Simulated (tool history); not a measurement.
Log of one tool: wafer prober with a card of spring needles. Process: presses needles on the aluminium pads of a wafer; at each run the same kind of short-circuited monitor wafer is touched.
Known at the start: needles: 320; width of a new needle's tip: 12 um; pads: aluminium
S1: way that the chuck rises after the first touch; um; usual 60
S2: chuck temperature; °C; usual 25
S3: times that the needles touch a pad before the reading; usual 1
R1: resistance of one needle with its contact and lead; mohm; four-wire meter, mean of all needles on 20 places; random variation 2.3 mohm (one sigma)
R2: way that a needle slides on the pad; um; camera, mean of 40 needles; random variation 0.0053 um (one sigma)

| run | hour | S1 | S2 | S3 | R1 | R2 |
|---|---|---|---|---|---|---|
| 1 | 0.0 | 60 | 25 | 1 | 308 | 11.358 |
|  | 9.9 | tips cleaned on abrasive film |
| 2 | 28.5 | 60 | 25 | 1 | 345 | 11.356 |
|  | 32.6 | tips cleaned on abrasive film |
|  | 55.7 | tips cleaned on abrasive film |
| 3 | 75.7 | 60 | 25 | 1 | 328 | 11.340 |
|  | 78.6 | tips cleaned on abrasive film |
|  | 101.8 | tips cleaned on abrasive film |
| 4 | 105.1 | 60 | 25 | 1 | 286 | 11.311 |
|  | 124.9 | tips cleaned on abrasive film |
|  | 148.4 | tips cleaned on abrasive film |
| 5 | 152.8 | 60 | 25 | 1 | 290 | 11.288 |
|  | 161.1 | height of the first contact set anew |
|  | 170.1 | tips cleaned on abrasive film |
|  | 193.5 | tips cleaned on abrasive film |
| 6 | 193.5 | 60 | 25 | 1 | 268 | 11.373 |
|  | 216.7 | tips cleaned on abrasive film |
|  | 240.9 | tips cleaned on abrasive film |
| 7 | 251.6 | 70 | 25 | 1 | 292 | 13.262 |
|  | 262.2 | tips cleaned on abrasive film |
| 8 | 278.8 | 70 | 25 | 1 | 307 | 13.255 |
|  | 288.0 | tips cleaned on abrasive film |
|  | 311.2 | tips cleaned on abrasive film, once more |
|  | 333.4 | tips cleaned on abrasive film |
| 9 | 333.4 | 70 | 25 | 1 | 269 | 13.220 |
|  | 355.2 | tips cleaned on abrasive film |
| 10 | 360.5 | 60 | 25 | 2 | 278 | 11.318 |
|  | 380.0 | tips cleaned on abrasive film |
| 11 | 399.9 | 60 | 29 | 1 | 328 | 11.306 |
|  | 402.5 | tips cleaned on abrasive film |
|  | 420.1 | height of the first contact set anew |
|  | 425.0 | tips cleaned on abrasive film |
| 12 | 434.2 | 60 | 29 | 1 | 311 | 11.382 |
|  | 450.5 | tips cleaned on abrasive film |
|  | 472.8 | tips cleaned on abrasive film |
| 13 | 483.5 | 60 | 33 | 1 | 313 | 11.364 |
|  | 497.0 | tips cleaned on abrasive film |
|  | 520.0 | tips cleaned on abrasive film |
| 14 | 526.9 | 60 | 25 | 1 | 299 | 11.347 |
|  | 544.9 | tips cleaned on abrasive film |
| 15 | 561.3 | 60 | 25 | 1 | 317 | 11.334 |
|  | 569.7 | tips cleaned on abrasive film |
|  | 592.2 | tips cleaned on abrasive film |
| 16 | 592.2 | 73 | 25 | 3 | 265 | 13.788 |
|  | 614.8 | tips cleaned on abrasive film |
|  | 639.2 | tips cleaned on abrasive film |
| 17 | 648.1 | 71 | 25 | 1 | 295 | 13.382 |
|  | 660.9 | tips cleaned on abrasive film |
|  | 678.5 | height of the first contact set anew |
| 18 | 681.4 | 60 | 56 | 1 | 335 | 11.392 |
|  | 685.9 | tips cleaned on abrasive film |
|  | 708.4 | tips cleaned on abrasive film |
| 19 | 718.1 | 62 | 25 | 3 | 282 | 11.769 |
|  | 730.2 | tips cleaned on abrasive film |
|  | 751.6 | tips cleaned on abrasive film |
| 20 | 770.7 | 57 | 100 | 2 | 320 | 10.787 |
|  | 775.1 | tips cleaned on abrasive film |
|  | 799.4 | tips cleaned on abrasive film |
|  | 823.8 | tips cleaned on abrasive film |
| 21 | 826.6 | 57 | 111 | 2 | 299 | 10.763 |
|  | 845.7 | tips cleaned on abrasive film |
|  | 867.3 | tips cleaned on abrasive film |
| 22 | 867.3 | 53 | 117 | 1 | 301 | 9.980 |
|  | 889.6 | tips cleaned on abrasive film |
| 23 | 900.3 | 53 | 112 | 2 | 321 | 9.965 |
|  | 911.0 | tips cleaned on abrasive film |
|  | 935.3 | tips cleaned on abrasive film |
|  | 935.6 | height of the first contact set anew |
| 24 | 935.7 | 53 | 112 | 2 | 302 | 10.063 |
|  | 959.5 | tips cleaned on abrasive film |
|  | 981.2 | tips cleaned on abrasive film |
| 25 | 984.1 | 71 | 60 | 3 | 279 | 13.474 |
|  | 1005.5 | tips cleaned on abrasive film |
|  | 1028.0 | tips cleaned on abrasive film |
| 26 | 1028.0 | 58 | 25 | 3 | 267 | 10.978 |
|  | 1051.4 | tips cleaned on abrasive film |
| 27 | 1061.3 | 41 | 32 | 3 | 306 | 7.750 |
|  | 1073.5 | tips cleaned on abrasive film |
|  | 1095.7 | tips cleaned on abrasive film |
|  | 1118.9 | tips cleaned on abrasive film |
| 28 | 1119.3 | 41 | 75 | 1 | 295 | 7.713 |

The same runs without the tool's hidden state, with the same run-to-run variation:
The hidden state here: debris on the tips, nm; way that the needles fall short of the set height, um; tips' diameter, um; drift of the gauge itself on contact_mohm, %; drift of the gauge itself on scrub_um, %.
| run | R1 | R2 |
|---|---|---|
| 1 | 265 | 11.400 |
| 2 | 264 | 11.404 |
| 3 | 268 | 11.403 |
| 4 | 270 | 11.391 |
| 5 | 264 | 11.391 |
| 6 | 262 | 11.393 |
| 7 | 261 | 13.298 |
| 8 | 265 | 13.298 |
| 9 | 266 | 13.295 |
| 10 | 261 | 11.403 |
| 11 | 267 | 11.401 |
| 12 | 271 | 11.394 |
| 13 | 273 | 11.400 |
| 14 | 267 | 11.398 |
| 15 | 264 | 11.395 |
| 16 | 263 | 13.872 |
| 17 | 262 | 13.486 |
| 18 | 277 | 11.392 |
| 19 | 267 | 11.791 |
| 20 | 287 | 10.834 |
| 21 | 288 | 10.839 |
| 22 | 296 | 10.076 |
| 23 | 291 | 10.068 |
| 24 | 297 | 10.063 |
| 25 | 274 | 13.491 |
| 26 | 264 | 11.018 |
| 27 | 273 | 7.796 |
| 28 | 286 | 7.789 |
